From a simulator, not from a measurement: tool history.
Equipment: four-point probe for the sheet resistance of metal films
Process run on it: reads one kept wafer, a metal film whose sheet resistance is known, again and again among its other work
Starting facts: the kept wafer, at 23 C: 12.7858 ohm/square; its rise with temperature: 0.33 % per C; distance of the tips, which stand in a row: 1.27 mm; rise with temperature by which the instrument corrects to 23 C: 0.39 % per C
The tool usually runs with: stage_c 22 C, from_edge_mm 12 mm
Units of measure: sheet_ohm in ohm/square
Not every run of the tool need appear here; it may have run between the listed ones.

run,hour,stage_c,from_edge_mm,sheet_ohm
1,0,22,12,12.815065
2,15.1,22,18,12.780992
3,37.7,22,18,12.777837
4,61.1,22,18,12.774914
5,80.6,22,18,12.774108
6,92.5,22,18,12.774
7,116,22,18,12.775754
8,136.6,22,18,12.773118
9,160.5,22,12,12.821329
10,178.9,22,12,12.820974
11,195.9,22,12,12.814894
12,206.5,22,12,12.815573
13,223.9,22,12,12.818267
14,237.5,21,12,12.821421
15,252.9,29,12,12.766429
# hour 255.6: stage's thermometer calibrated
16,274.5,29,12,12.771071
17,289,29,12,12.774875
18,313.1,22,12,12.823917
# hour 324.4: stage's thermometer calibrated, once more
19,333.8,22,12,12.806674
20,357.8,22,8,12.899322
21,379.6,22,18,12.762638
22,402.8,22,12,12.809223
23,423.9,22,12,12.80238
24,433.7,31,3,13.773556
25,447.5,31,3,13.775657
26,470.7,31,15,12.715984
27,493.1,31,15,12.715961
28,509.3,31,15,12.716279
29,529.2,22,20,12.762515
30,551.2,32,9,12.793535
31,571.3,34,7,12.864773
32,582.6,25,52,12.712984
33,596.9,22,29,12.741924
34,615.2,22,29,12.743317
35,631.9,19,13,12.814684
36,645.2,22,23,12.747224
37,656,22,23,12.749694
38,674.7,27,5,13.120808
39,690.2,27,5,13.119109
40,708.9,27,5,13.118495
41,725.9,27,5,13.118276
42,748,27,5,13.120559
43,770.7,22,3,13.839064
44,793.4,25,20,12.733496
45,816.1,25,20,12.736014

A few steps of sheet_ohm between consecutive runs. Split each: what settings, incoming material and random variation would produce without the hidden state, and what is left over for the hidden state, along with gauge scatter present in only one of the two compared results (measured, and without hidden state):
What the log doesn't record here: inner tips' distance over the nominal, %; tips' flats over new ones', %; wafer's true temperature over the reading, C; drift of the gauge itself on sheet_ohm, %.
Run 15 -> 16: stage's thermometer calibrated. sheet_ohm +0.004642 ohm/square: hidden state +0.004947, all else -0.000305.
Run 18 -> 19: stage's thermometer calibrated, once more. sheet_ohm -0.017243 ohm/square: hidden state -0.017087, all else -0.000156.
Run 23 -> 24: stage_c 22 -> 31, from_edge_mm 12 -> 3. sheet_ohm +0.971176 ohm/square: hidden state -0.004306, all else +0.975482.
Run 25 -> 26: from_edge_mm 3 -> 15. sheet_ohm -1.059673 ohm/square: hidden state +0.004757, all else -1.06443.
Run 43 -> 44: stage_c 22 -> 25, from_edge_mm 3 -> 20. sheet_ohm -1.105568 ohm/square: hidden state +0.00502, all else -1.110588.

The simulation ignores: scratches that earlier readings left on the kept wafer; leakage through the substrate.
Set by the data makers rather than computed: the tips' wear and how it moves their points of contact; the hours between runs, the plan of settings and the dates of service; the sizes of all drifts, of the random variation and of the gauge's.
